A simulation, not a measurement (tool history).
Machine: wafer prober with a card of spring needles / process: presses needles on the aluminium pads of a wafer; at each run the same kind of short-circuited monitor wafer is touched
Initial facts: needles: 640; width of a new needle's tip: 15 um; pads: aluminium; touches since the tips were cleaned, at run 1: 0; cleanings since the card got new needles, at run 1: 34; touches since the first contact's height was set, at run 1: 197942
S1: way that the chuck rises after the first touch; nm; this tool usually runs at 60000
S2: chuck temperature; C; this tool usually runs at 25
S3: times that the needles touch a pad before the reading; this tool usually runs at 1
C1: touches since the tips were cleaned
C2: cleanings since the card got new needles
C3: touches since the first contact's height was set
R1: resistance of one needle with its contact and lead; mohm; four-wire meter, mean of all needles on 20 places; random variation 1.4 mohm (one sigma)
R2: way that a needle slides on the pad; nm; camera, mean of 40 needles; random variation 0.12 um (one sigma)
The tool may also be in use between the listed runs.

{"run": 1, "day": 0.0, "S1": 60000, "S2": 25, "S3": 1, "C1": 0, "C2": 34, "C3": 197942, "R1": 129, "R2": 11260}
{"day": 0.6, "done": "height of the first contact set anew"}
{"day": 1.133, "done": "tips cleaned on abrasive film"}
{"run": 2, "day": 1.133, "S1": 60000, "S2": 106, "S3": 1, "C1": 0, "C2": 35, "C3": 2699, "R1": 146, "R2": 11550}
{"run": 3, "day": 2.067, "S1": 60000, "S2": 106, "S3": 1, "C1": 4780, "C2": 35, "C3": 7479, "R1": 144, "R2": 11610}
{"day": 2.296, "done": "tips cleaned on abrasive film"}
{"run": 4, "day": 2.992, "S1": 60000, "S2": 111, "S3": 1, "C1": 3568, "C2": 36, "C3": 12185, "R1": 145, "R2": 11440}
{"day": 3.375, "done": "tips cleaned on abrasive film"}
{"run": 5, "day": 4.012, "S1": 60000, "S2": 111, "S3": 1, "C1": 3268, "C2": 37, "C3": 17384, "R1": 144, "R2": 11150}
{"day": 4.529, "done": "tips cleaned on abrasive film"}
{"run": 6, "day": 4.958, "S1": 60000, "S2": 26, "S3": 1, "C1": 2196, "C2": 38, "C3": 22188, "R1": 132, "R2": 11390}
{"day": 5.654, "done": "tips cleaned on abrasive film"}
{"run": 7, "day": 6.325, "S1": 72000, "S2": 25, "S3": 1, "C1": 3437, "C2": 39, "C3": 29169, "R1": 129, "R2": 13630}
{"day": 6.708, "done": "tips cleaned on abrasive film"}
{"day": 7.779, "done": "tips cleaned on abrasive film"}
{"run": 8, "day": 8.092, "S1": 72000, "S2": 25, "S3": 1, "C1": 1593, "C2": 41, "C3": 38142, "R1": 128, "R2": 13660}
{"day": 8.929, "done": "tips cleaned on abrasive film"}
{"run": 9, "day": 9.508, "S1": 72000, "S2": 25, "S3": 1, "C1": 2948, "C2": 42, "C3": 45360, "R1": 126, "R2": 13730}
{"day": 10.046, "done": "tips cleaned on abrasive film"}
{"run": 10, "day": 10.492, "S1": 60000, "S2": 54, "S3": 1, "C1": 2277, "C2": 43, "C3": 50382, "R1": 137, "R2": 11390}
{"day": 11.171, "done": "tips cleaned on abrasive film"}
{"run": 11, "day": 12.146, "S1": 60000, "S2": 54, "S3": 1, "C1": 4974, "C2": 44, "C3": 58806, "R1": 133, "R2": 11330}
{"day": 12.3, "done": "tips cleaned on abrasive film"}
{"day": 13.412, "done": "tips cleaned on abrasive film"}
{"run": 12, "day": 13.758, "S1": 60000, "S2": 54, "S3": 1, "C1": 1754, "C2": 46, "C3": 67008, "R1": 135, "R2": 11380}
{"day": 14.55, "done": "tips cleaned on abrasive film"}
{"run": 13, "day": 15.475, "S1": 60000, "S2": 25, "S3": 1, "C1": 4723, "C2": 47, "C3": 75764, "R1": 129, "R2": 11240}
{"day": 15.621, "done": "tips cleaned on abrasive film"}
{"run": 14, "day": 16.388, "S1": 60000, "S2": 25, "S3": 1, "C1": 3905, "C2": 48, "C3": 80402, "R1": 129, "R2": 11530}
{"day": 16.746, "done": "tips cleaned on abrasive film"}
{"run": 15, "day": 17.496, "S1": 60000, "S2": 25, "S3": 1, "C1": 3834, "C2": 49, "C3": 86054, "R1": 130, "R2": 11590}
{"day": 17.892, "done": "tips cleaned on abrasive film"}
{"day": 19.017, "done": "tips cleaned on abrasive film"}
{"run": 16, "day": 19.233, "S1": 60000, "S2": 25, "S3": 1, "C1": 1112, "C2": 51, "C3": 94891, "R1": 129, "R2": 11370}
{"day": 20.058, "done": "tips cleaned on abrasive film"}
{"run": 17, "day": 20.3, "S1": 59000, "S2": 108, "S3": 1, "C1": 1237, "C2": 52, "C3": 100334, "R1": 143, "R2": 11110}
{"day": 21.133, "done": "tips cleaned on abrasive film"}
{"run": 18, "day": 21.579, "S1": 47000, "S2": 84, "S3": 2, "C1": 2264, "C2": 53, "C3": 106840, "R1": 148, "R2": 8950}
{"day": 22.183, "done": "tips cleaned on abrasive film"}
{"run": 19, "day": 22.971, "S1": 47000, "S2": 88, "S3": 1, "C1": 4033, "C2": 54, "C3": 113947, "R1": 142, "R2": 8760}
{"day": 23.271, "done": "tips cleaned on abrasive film"}
{"run": 20, "day": 23.883, "S1": 60000, "S2": 43, "S3": 1, "C1": 3141, "C2": 55, "C3": 118592, "R1": 134, "R2": 11740}
{"day": 24.317, "done": "tips cleaned on abrasive film"}
{"day": 25.362, "done": "tips cleaned on abrasive film"}
{"run": 21, "day": 25.362, "S1": 60000, "S2": 26, "S3": 2, "C1": 0, "C2": 57, "C3": 126099, "R1": 132, "R2": 11400}
{"run": 22, "day": 26.129, "S1": 57000, "S2": 25, "S3": 2, "C1": 3932, "C2": 57, "C3": 130031, "R1": 128, "R2": 10610}
{"day": 26.421, "done": "tips cleaned on abrasive film"}
{"day": 27.462, "done": "tips cleaned on abrasive film"}
{"run": 23, "day": 27.912, "S1": 53000, "S2": 120, "S3": 1, "C1": 2301, "C2": 59, "C3": 139102, "R1": 147, "R2": 9730}
{"day": 28.517, "done": "tips cleaned on abrasive film"}
{"run": 24, "day": 28.762, "S1": 53000, "S2": 106, "S3": 1, "C1": 1252, "C2": 60, "C3": 143427, "R1": 143, "R2": 10210}
{"day": 29.571, "done": "tips cleaned on abrasive film"}
{"run": 25, "day": 29.583, "S1": 60000, "S2": 25, "S3": 3, "C1": 68, "C2": 61, "C3": 147598, "R1": 129, "R2": 11250}
{"day": 30.621, "done": "tips cleaned on abrasive film"}
{"run": 26, "day": 30.654, "S1": 44000, "S2": 25, "S3": 2, "C1": 159, "C2": 62, "C3": 153048, "R1": 133, "R2": 8210}
{"run": 27, "day": 31.458, "S1": 49000, "S2": 30, "S3": 3, "C1": 4277, "C2": 62, "C3": 157166, "R1": 135, "R2": 9530}
{"day": 31.8, "done": "tips cleaned on abrasive film"}
{"run": 28, "day": 32.483, "S1": 60000, "S2": 59, "S3": 1, "C1": 3486, "C2": 63, "C3": 162377, "R1": 138, "R2": 11400}
{"day": 32.846, "done": "tips cleaned on abrasive film"}
{"run": 29, "day": 33.5, "S1": 62000, "S2": 80, "S3": 2, "C1": 3339, "C2": 64, "C3": 167560, "R1": 137, "R2": 11780}
{"day": 33.896, "done": "tips cleaned on abrasive film"}
{"day": 34.958, "done": "tips cleaned on abrasive film"}
{"run": 30, "day": 34.962, "S1": 62000, "S2": 80, "S3": 2, "C1": 22, "C2": 66, "C3": 174999, "R1": 140, "R2": 12100}
{"day": 36.017, "done": "tips cleaned on abrasive film"}
{"run": 31, "day": 36.321, "S1": 62000, "S2": 80, "S3": 2, "C1": 1573, "C2": 67, "C3": 181921, "R1": 139, "R2": 11820}

Consider 5 possible next runs. They are alternatives, not a sequence: every one starts from the tool as it was left by run 31. What does each give?
{"day": 37.179, "done": "tips cleaned on abrasive film"}
{"run": "A", "day": 37.792, "S1": 60000, "S2": 26, "S3": 2, "C1": 3132, "C2": 68, "C3": 189413, "R1": "?", "R2": "?"}
{"day": 37.179, "done": "tips cleaned on abrasive film"}
{"run": "B", "day": 37.792, "S1": 62000, "S2": 104, "S3": 2, "C1": 3132, "C2": 68, "C3": 189413, "R1": "?", "R2": "?"}
{"day": 37.179, "done": "tips cleaned on abrasive film"}
{"run": "C", "day": 37.792, "S1": 49000, "S2": 53, "S3": 2, "C1": 3132, "C2": 68, "C3": 189413, "R1": "?", "R2": "?"}
{"day": 37.179, "done": "tips cleaned on abrasive film"}
{"run": "D", "day": 37.792, "S1": 62000, "S2": 33, "S3": 3, "C1": 3132, "C2": 68, "C3": 189413, "R1": "?", "R2": "?"}
{"day": 37.179, "done": "tips cleaned on abrasive film"}
{"run": "E", "day": 37.792, "S1": 56000, "S2": 80, "S3": 1, "C1": 3132, "C2": 68, "C3": 189413, "R1": "?", "R2": "?"}

run=A R1=132 R2=11450
run=B R1=138 R2=11770
run=C R1=136 R2=9280
run=D R1=128 R2=11520
run=E R1=139 R2=10550
Had the tool no hidden state, the same runs would have come out as:
run=A R1=132 R2=11450
run=B R1=138 R2=11770
run=C R1=136 R2=9280
run=D R1=128 R2=11520
run=E R1=139 R2=10550
